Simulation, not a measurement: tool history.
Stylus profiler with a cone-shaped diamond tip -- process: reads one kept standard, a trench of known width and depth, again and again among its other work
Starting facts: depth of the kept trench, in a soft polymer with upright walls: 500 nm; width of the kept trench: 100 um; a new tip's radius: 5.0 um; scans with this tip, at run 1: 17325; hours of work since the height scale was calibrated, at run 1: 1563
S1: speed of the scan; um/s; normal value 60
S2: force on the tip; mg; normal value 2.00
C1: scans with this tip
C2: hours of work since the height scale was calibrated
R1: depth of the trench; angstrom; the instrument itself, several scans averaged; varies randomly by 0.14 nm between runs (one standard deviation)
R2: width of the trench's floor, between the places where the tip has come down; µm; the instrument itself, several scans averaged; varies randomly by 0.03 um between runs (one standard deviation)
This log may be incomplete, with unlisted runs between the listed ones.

run 1 hour=0.0 | S1=60 S2=2.00 | C1=17325 C2=1563 | R1=5087.2 R2=92.80
run 2 hour=13.4 | S1=60 S2=4.00 | C1=17407 C2=1570 | R1=5131.1 R2=92.85
run 3 hour=30.0 | S1=60 S2=4.00 | C1=17509 C2=1579 | R1=5128.5 R2=92.81
run 4 hour=48.3 | S1=60 S2=4.00 | C1=17622 C2=1589 | R1=5127.6 R2=92.84
run 5 hour=59.9 | S1=60 S2=4.00 | C1=17692 C2=1596 | R1=5129.5 R2=92.80
run 6 hour=71.2 | S1=60 S2=0.90 | C1=17762 C2=1602 | R1=5056.0 R2=92.47
run 7 hour=90.3 | S1=60 S2=0.90 | C1=17879 C2=1613 | R1=5057.3 R2=92.57
run 8 hour=102.7 | S1=60 S2=0.90 | C1=17954 C2=1619 | R1=5056.8 R2=92.54
run 9 hour=125.7 | S1=60 S2=0.90 | C1=18095 C2=1632 | R1=5056.5 R2=92.51
run 10 hour=149.6 | S1=60 S2=0.90 | C1=18242 C2=1645 | R1=5056.8 R2=92.51
run 11 hour=168.2 | S1=23 S2=2.00 | C1=18356 C2=1656 | R1=5087.2 R2=92.86
run 12 hour=193.2 | S1=48 S2=2.00 | C1=18509 C2=1669 | R1=5085.6 R2=92.71
run 13 hour=211.1 | S1=16 S2=2.00 | C1=18619 C2=1679 | R1=5087.6 R2=92.83
run 14 hour=231.1 | S1=60 S2=0.74 | C1=18741 C2=1690 | R1=5050.0 R2=92.41
run 15 hour=243.7 | S1=60 S2=0.74 | C1=18818 C2=1697 | R1=5054.7 R2=92.37
run 16 hour=258.4 | S1=60 S2=0.74 | C1=18909 C2=1706 | R1=5054.4 R2=92.35
run 17 hour=271.2 | S1=60 S2=0.74 | C1=18987 C2=1713 | R1=5054.3 R2=92.40
run 18 hour=288.8 | S1=60 S2=2.74 | C1=19095 C2=1722 | R1=5104.9 R2=92.61
run 19 hour=309.5 | S1=60 S2=2.74 | C1=19221 C2=1734 | R1=5106.4 R2=92.60
run 20 hour=325.2 | S1=60 S2=2.74 | C1=19318 C2=1742 | R1=5104.3 R2=92.58
run 21 hour=339.4 | S1=184 S2=1.50 | C1=19405 C2=1750 | R1=5078.9 R2=91.81
run 22 hour=365.7 | S1=32 S2=4.26 | C1=19566 C2=1765 | R1=5134.6 R2=92.69
run 23 hour=384.2 | S1=34 S2=3.35 | C1=19679 C2=1775 | R1=5118.7 R2=92.67
run 24 hour=408.5 | S1=25 S2=5.25 | C1=19828 C2=1788 | R1=5153.4 R2=92.72
run 25 hour=420.1 | S1=25 S2=0.71 | C1=19899 C2=1795 | R1=5051.7 R2=92.56
run 26 hour=445.2 | S1=103 S2=5.83 | C1=20053 C2=1809 | R1=5165.7 R2=92.42
run 27 hour=459.8 | S1=103 S2=5.83 | C1=20142 C2=1817 | R1=5162.0 R2=92.43
run 28 hour=474.6 | S1=31 S2=1.16 | C1=20233 C2=1825 | R1=5066.3 R2=92.59
run 29 hour=501.0 | S1=30 S2=1.16 | C1=20395 C2=1840 | R1=5068.3 R2=92.52
run 30 hour=521.8 | S1=30 S2=1.16 | C1=20522 C2=1851 | R1=5068.5 R2=92.54
run 31 hour=533.5 | S1=134 S2=5.33 | C1=20594 C2=1858 | R1=5155.6 R2=92.25
run 32 hour=552.1 | S1=66 S2=1.12 | C1=20708 C2=1868 | R1=5068.9 R2=92.22

Run 33 has not been measured yet. What should we expect?
run 33 hour=567.6 | S1=19 S2=1.37 | C1=20803 C2=1876 | R1=? R2=?

Run 33 yielded R1 5076.0 angstrom, R2 92.52 µm.
Had the tool carried no hidden state, the very same run would have given R1 5057.1 angstrom, R2 95.48 µm.

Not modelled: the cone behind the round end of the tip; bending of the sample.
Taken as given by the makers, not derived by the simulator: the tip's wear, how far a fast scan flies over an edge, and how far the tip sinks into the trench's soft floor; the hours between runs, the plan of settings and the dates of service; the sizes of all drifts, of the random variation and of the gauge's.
